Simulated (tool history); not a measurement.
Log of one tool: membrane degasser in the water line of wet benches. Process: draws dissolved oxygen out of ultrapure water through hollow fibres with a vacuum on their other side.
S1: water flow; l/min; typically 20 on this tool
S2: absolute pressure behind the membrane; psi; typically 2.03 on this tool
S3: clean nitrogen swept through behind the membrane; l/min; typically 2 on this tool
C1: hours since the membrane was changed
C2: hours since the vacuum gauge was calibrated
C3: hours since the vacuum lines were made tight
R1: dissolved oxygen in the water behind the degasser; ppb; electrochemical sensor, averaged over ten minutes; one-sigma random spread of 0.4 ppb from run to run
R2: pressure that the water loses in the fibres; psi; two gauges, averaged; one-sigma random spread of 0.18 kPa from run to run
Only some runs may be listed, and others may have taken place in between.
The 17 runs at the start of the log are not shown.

run 18 hour=1360 | S1=25 S2=1.28 S3=4.52 | C1=4114 C2=114 C3=2091 | R1=86.7 R2=8.564
run 19 hour=1438.4 | S1=25 S2=2.41 S3=4.52 | C1=4192 C2=192 C3=2170 | R1=189 R2=8.546
run 20 hour=1502.8 | S1=31 S2=4.32 S3=1.26 | C1=4256 C2=257 C3=2234 | R1=1263.6 R2=10.673
run 21 hour=1560.7 | S1=31 S2=4.32 S3=1.26 | C1=4314 C2=315 C3=2292 | R1=1264 R2=10.623
run 22 hour=1649.8 | S1=20 S2=2.03 S3=1.46 | C1=4403 C2=404 C3=2381 | R1=334.9 R2=6.818
run 23 hour=1756.1 | S1=20 S2=3.25 S3=1.47 | C1=4510 C2=510 C3=2488 | R1=572.9 R2=6.854
run 24 hour=1852.5 | S1=20 S2=3.25 S3=1.47 | C1=4606 C2=606 C3=2584 | R1=574.3 R2=6.849
run 25 hour=1922.3 | S1=24 S2=3.83 S3=1.26 | C1=4676 C2=676 C3=2654 | R1=907.2 R2=8.248
run 26 hour=1973.6 | S1=20 S2=2.03 S3=1.07 | C1=4727 C2=728 C3=2705 | R1=439.4 R2=6.869
run 27 hour=2076.6 | S1=20 S2=2.03 S3=4.5 | C1=4830 C2=830 C3=2808 | R1=120.9 R2=6.891
run 28 hour=2186.3 | S1=20 S2=2.03 S3=4.5 | C1=4940 C2=940 C3=2918 | R1=121 R2=6.888
run 29 hour=2246.7 | S1=20 S2=4.24 S3=2 | C1=5000 C2=1001 C3=2978 | R1=584.5 R2=6.895
run 30 hour=2349 | S1=19 S2=1.28 S3=4.98 | C1=5103 C2=1103 C3=3080 | R1=55.8 R2=6.562
run 31 hour=2397.1 | S1=19 S2=1.28 S3=4.98 | C1=5151 C2=1151 C3=3129 | R1=55.8 R2=6.577

Consider 5 possible next runs. They are alternatives, not a sequence: every one starts from the tool as it was left by run 31. What does each give?
run A hour=2473.9 | S1=19 S2=1.65 S3=1.03 | C1=5227 C2=1228 C3=3205 | R1=? R2=?
run B hour=2473.9 | S1=18 S2=1.28 S3=4.98 | C1=5227 C2=1228 C3=3205 | R1=? R2=?
run C hour=2473.9 | S1=19 S2=1.45 S3=4.98 | C1=5227 C2=1228 C3=3205 | R1=? R2=?
run D hour=2473.9 | S1=20 S2=1.54 S3=3.84 | C1=5227 C2=1228 C3=3205 | R1=? R2=?
run E hour=2473.9 | S1=17 S2=3.86 S3=4.98 | C1=5227 C2=1228 C3=3205 | R1=? R2=?

run=A R1=335.1 R2=6.554
run=B R1=52.4 R2=6.219
run=C R1=67.2 R2=6.548
run=D R1=98 R2=6.921
run=E R1=196.8 R2=5.846
What these runs would have given with no unlogged condition in the tool:
run=A R1=330.8 R2=6.29
run=B R1=50.9 R2=5.968
run=C R1=65.4 R2=6.284
run=D R1=95.6 R2=6.643
run=E R1=193.3 R2=5.61

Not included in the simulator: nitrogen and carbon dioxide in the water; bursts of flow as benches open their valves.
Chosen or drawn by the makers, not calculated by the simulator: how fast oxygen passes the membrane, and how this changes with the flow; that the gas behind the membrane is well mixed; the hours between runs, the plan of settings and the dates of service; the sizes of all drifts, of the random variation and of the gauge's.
